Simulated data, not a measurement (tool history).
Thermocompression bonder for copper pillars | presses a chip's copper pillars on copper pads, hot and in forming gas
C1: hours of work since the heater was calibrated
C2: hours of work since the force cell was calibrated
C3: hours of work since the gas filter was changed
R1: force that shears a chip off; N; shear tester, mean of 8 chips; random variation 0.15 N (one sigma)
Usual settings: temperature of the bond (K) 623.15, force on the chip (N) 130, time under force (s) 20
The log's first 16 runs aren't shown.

Run 17, hour 358.8: usual settings but force on the chip (N) 94; C1 75; C2 320; C3 36. Result: R1 33.1 N.
Run 18, hour 374.3: usual settings but time under force (s) 44; C1 83; C2 327; C3 44. Result: R1 62.4 N.
Run 19, hour 410.2: usual settings but temperature of the bond (K) 619.15; C1 100; C2 345; C3 61. Result: R1 45.3 N.
Run 20, hour 430.1: usual settings; C1 110; C2 355; C3 71. Result: R1 47.1 N.
Run 21, hour 453: usual settings but temperature of the bond (K) 652.15, force on the chip (N) 155; C1 121; C2 366; C3 82. Result: R1 71.6 N.
Run 22, hour 480.2: usual settings but temperature of the bond (K) 652.15, force on the chip (N) 155; C1 134; C2 379; C3 95. Result: R1 71.7 N.
Run 23, hour 498.9: usual settings but temperature of the bond (K) 625.15, force on the chip (N) 124, time under force (s) 22; C1 143; C2 388; C3 104. Result: R1 47.5 N.
Run 24, hour 520.3: usual settings but temperature of the bond (K) 625.15, force on the chip (N) 124, time under force (s) 22; C1 154; C2 398; C3 115. Result: R1 47.6 N.
Run 25, hour 537.1: usual settings but temperature of the bond (K) 644.15, force on the chip (N) 134, time under force (s) 57; C1 162; C2 407; C3 123. Result: R1 80.5 N.
Run 26, hour 570.1: usual settings but temperature of the bond (K) 646.15, force on the chip (N) 97, time under force (s) 26; C1 178; C2 423; C3 139. Result: R1 48.3 N.
Run 27, hour 592.7: usual settings but temperature of the bond (K) 646.15, force on the chip (N) 97, time under force (s) 26; C1 189; C2 434; C3 150. Result: R1 48.7 N.
Run 28, hour 608.3: usual settings but temperature of the bond (K) 648.15, force on the chip (N) 121, time under force (s) 43; C1 196; C2 441; C3 158. Result: R1 71.6 N.
Run 29, hour 632.1: usual settings but temperature of the bond (K) 631.15, force on the chip (N) 111; C1 208; C2 453; C3 169. Result: R1 43.3 N.
Run 30, hour 647.1: usual settings but temperature of the bond (K) 600.15, force on the chip (N) 125, time under force (s) 49; C1 215; C2 460; C3 176. Result: R1 49.7 N.
Run 31, hour 680: usual settings but temperature of the bond (K) 600.15, force on the chip (N) 125, time under force (s) 49; C1 231; C2 476; C3 192. Result: R1 49.6 N.
Run 32, hour 700.8: usual settings but temperature of the bond (K) 651.15, force on the chip (N) 187, time under force (s) 49; C1 241; C2 486; C3 202. Result: R1 97.5 N.
Run 33, hour 721.8: usual settings but temperature of the bond (K) 612.15, force on the chip (N) 86, time under force (s) 12; C1 252; C2 496; C3 213. Result: R1 21.1 N.
Run 34, hour 757.8: usual settings but temperature of the bond (K) 594.15, time under force (s) 10; C1 269; C2 514; C3 230. Result: R1 25.2 N.
Run 35, hour 788.6: usual settings but temperature of the bond (K) 639.15, time under force (s) 15; C1 284; C2 529; C3 245. Result: R1 49.8 N.
Run 36, hour 814.2: usual settings but temperature of the bond (K) 651.15, force on the chip (N) 97, time under force (s) 55; C1 297; C2 541; C3 258. Result: R1 65.5 N.
Run 37, hour 839.6: usual settings but temperature of the bond (K) 612.15, force on the chip (N) 129, time under force (s) 12; C1 309; C2 554; C3 270. Result: R1 34.1 N.
Run 38, hour 870.3: usual settings but temperature of the bond (K) 645.15, force on the chip (N) 101, time under force (s) 31; C1 324; C2 569; C3 285. Result: R1 53.3 N.
Run 39, hour 892.3: usual settings but temperature of the bond (K) 634.15, time under force (s) 30; C1 335; C2 579; C3 296. Result: R1 60.2 N.
Run 40, hour 914.4: usual settings but temperature of the bond (K) 630.15; C1 345; C2 590; C3 306. Result: R1 50.8 N.

4 ways to go on from here, each from the tool as it stands after run 40. What would each give?
Run A, hour 937.7: usual settings but temperature of the bond (K) 612.15, force on the chip (N) 87; C1 357; C2 602; C3 318. Result: R1 ?.
Run B, hour 937.7: usual settings but temperature of the bond (K) 608.15, force on the chip (N) 111, time under force (s) 56; C1 357; C2 602; C3 318. Result: R1 ?.
Run C, hour 937.7: usual settings but temperature of the bond (K) 608.15; C1 357; C2 602; C3 318. Result: R1 ?.
Run D, hour 937.7: usual settings but temperature of the bond (K) 631.15, force on the chip (N) 142; C1 357; C2 602; C3 318. Result: R1 ?.

run    R1
  A  26.7
  B  50.5
  C  40.1
  D  55.4
Without the tool's hidden state the same runs would have given:
run    R1
  A  26.9
  B  51.1
  C  40.4
  D  56.4
